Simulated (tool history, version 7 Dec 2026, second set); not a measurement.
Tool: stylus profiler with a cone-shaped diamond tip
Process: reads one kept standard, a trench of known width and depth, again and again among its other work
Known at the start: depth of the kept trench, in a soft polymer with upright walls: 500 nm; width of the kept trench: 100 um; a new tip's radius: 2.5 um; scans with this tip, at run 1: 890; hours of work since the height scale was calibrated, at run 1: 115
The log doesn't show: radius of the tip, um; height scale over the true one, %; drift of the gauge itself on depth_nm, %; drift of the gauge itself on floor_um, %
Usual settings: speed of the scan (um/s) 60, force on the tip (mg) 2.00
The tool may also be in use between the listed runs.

| run | day | speed of the scan (um/s) | force on the tip (mg) | scans with this tip | hours of work since the height scale was calibrated | depth of the trench (nm) | width of the trench's floor (µm) |
|---|---|---|---|---|---|---|---|
| 1 | 0.000 | 60 | 2.00 | 890 | 115 | 507.37 | 96.63 |
| 2 | 0.971 | 60 | 2.00 | 1012 | 131 | 507.24 | 96.61 |
| 3 | 1.425 | 60 | 2.00 | 1069 | 139 | 507.15 | 96.70 |
| 4 | 2.050 | 49 | 2.00 | 1148 | 149 | 507.10 | 96.72 |
| 5 | 3.029 | 60 | 2.00 | 1271 | 165 | 507.34 | 96.65 |
| 6 | 3.512 | 60 | 2.00 | 1332 | 173 | 507.32 | 96.67 |
| 7 | 3.925 | 60 | 2.34 | 1384 | 179 | 508.06 | 96.68 |
| 8 | 4.538 | 17 | 2.00 | 1461 | 189 | 507.14 | 96.83 |
| 9 | 5.008 | 17 | 2.00 | 1520 | 197 | 507.33 | 96.91 |
| 10 | 5.875 | 17 | 2.00 | 1629 | 211 | 507.35 | 96.87 |
| 11 | 6.850 | 32 | 5.08 | 1752 | 227 | 513.91 | 96.87 |
| 12 | 7.633 | 27 | 0.96 | 1851 | 240 | 504.38 | 96.80 |
| 13 | 8.225 | 15 | 1.59 | 1925 | 250 | 506.37 | 96.90 |
| 14 | 8.788 | 60 | 4.60 | 1996 | 259 | 512.71 | 96.75 |
| 15 | 9.362 | 76 | 2.00 | 2068 | 268 | 507.18 | 96.51 |
| 16 | 10.242 | 89 | 1.39 | 2179 | 282 | 505.72 | 96.37 |
| 17 | 10.825 | 21 | 1.22 | 2252 | 292 | 505.48 | 96.86 |
| 18 | 11.296 | 20 | 1.26 | 2311 | 300 | 505.70 | 96.87 |
| 19 | 11.825 | 20 | 1.26 | 2378 | 308 | 505.15 | 96.83 |
| 20 | 12.704 | 35 | 2.00 | 2489 | 323 | 507.40 | 96.82 |

Forecast each of these 5 alternatives for the next run:
| A | 13.671 | 39 | 1.34 | 2611 | 338 | ? | ? |
| B | 13.671 | 35 | 0.90 | 2611 | 338 | ? | ? |
| C | 13.671 | 204 | 2.00 | 2611 | 338 | ? | ? |
| D | 13.671 | 37 | 5.23 | 2611 | 338 | ? | ? |
| E | 13.671 | 30 | 2.45 | 2611 | 338 | ? | ? |

| run | depth of the trench (nm) | width of the trench's floor (µm) |
|---|---|---|
| A | 505.77 | 96.72 |
| B | 504.56 | 96.70 |
| C | 507.46 | 95.76 |
| D | 513.86 | 96.85 |
| E | 508.53 | 96.82 |
Without the tool's hidden state the same runs would have given:
| run | depth of the trench (nm) | width of the trench's floor (µm) |
|---|---|---|
| A | 505.76 | 96.72 |
| B | 504.55 | 96.71 |
| C | 507.45 | 95.76 |
| D | 513.86 | 96.86 |
| E | 508.53 | 96.83 |
